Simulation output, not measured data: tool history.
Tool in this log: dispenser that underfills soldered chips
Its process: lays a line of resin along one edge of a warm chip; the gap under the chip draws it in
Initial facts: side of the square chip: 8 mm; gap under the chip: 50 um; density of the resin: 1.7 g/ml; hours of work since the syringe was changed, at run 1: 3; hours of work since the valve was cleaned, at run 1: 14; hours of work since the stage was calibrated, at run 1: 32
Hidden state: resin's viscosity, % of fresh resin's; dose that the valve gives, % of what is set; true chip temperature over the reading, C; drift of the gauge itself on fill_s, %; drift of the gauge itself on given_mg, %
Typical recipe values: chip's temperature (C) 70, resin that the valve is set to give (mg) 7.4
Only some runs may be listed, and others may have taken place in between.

run,day,chip's temperature (C),resin that the valve is set to give (mg),hours of work since the syringe was changed,hours of work since the valve was cleaned,hours of work since the stage was calibrated,time until the resin shows at the far edge (s),resin that the valve gave (mg)
1,0,70,7.4,3,14,32,26.7,7.39
2,0.179,60,7.4,6,17,36,42.2,7.31
3,0.412,70,7.4,10,21,40,36,7.31
# day 0.492: new syringe of resin
4,0.575,70,7.4,1,24,43,25.3,7.36
5,0.733,70,7.4,4,27,45,27.8,7.29
6,0.9,70,7.4,7,30,49,32.2,7.29
7,1.05,70,7.4,10,33,51,35.5,7.27
# day 1.129: new syringe of resin
8,1.333,70,7.4,4,38,56,27.3,7.33
9,1.521,79,6.5,7,41,60,25.5,6.33
# day 1.767: new syringe of resin
10,1.775,58,6.5,0,46,64,35.8,6.41
11,2.033,65,9.15,5,50,69,32.2,9.06
12,2.338,74,7.38,10,56,74,31.5,7.22
# day 2.4: new syringe of resin
13,2.625,81,7.1,4,61,80,19.9,6.92
14,2.812,81,7.1,8,64,83,22.6,6.99

Below are 5 alternative next runs, each starting from the tool's condition after run 14. Predict each:
A,2.971,68,7.45,11,67,86,?,?
B,2.971,81,7.21,11,67,86,?,?
C,2.971,55,6.58,11,67,86,?,?
D,2.971,72,6.38,11,67,86,?,?
E,2.971,66,6.95,11,67,86,?,?

run,time until the resin shows at the far edge (s),resin that the valve gave (mg)
A,38.8,7.27
B,26.4,7.07
C,59.7,6.41
D,35.9,6.19
E,41.5,6.77
Without the tool's unlogged condition, the same runs would have read:
run,time until the resin shows at the far edge (s),resin that the valve gave (mg)
A,25.6,7.45
B,17.3,7.25
C,39,6.57
D,23.7,6.34
E,27.4,6.94

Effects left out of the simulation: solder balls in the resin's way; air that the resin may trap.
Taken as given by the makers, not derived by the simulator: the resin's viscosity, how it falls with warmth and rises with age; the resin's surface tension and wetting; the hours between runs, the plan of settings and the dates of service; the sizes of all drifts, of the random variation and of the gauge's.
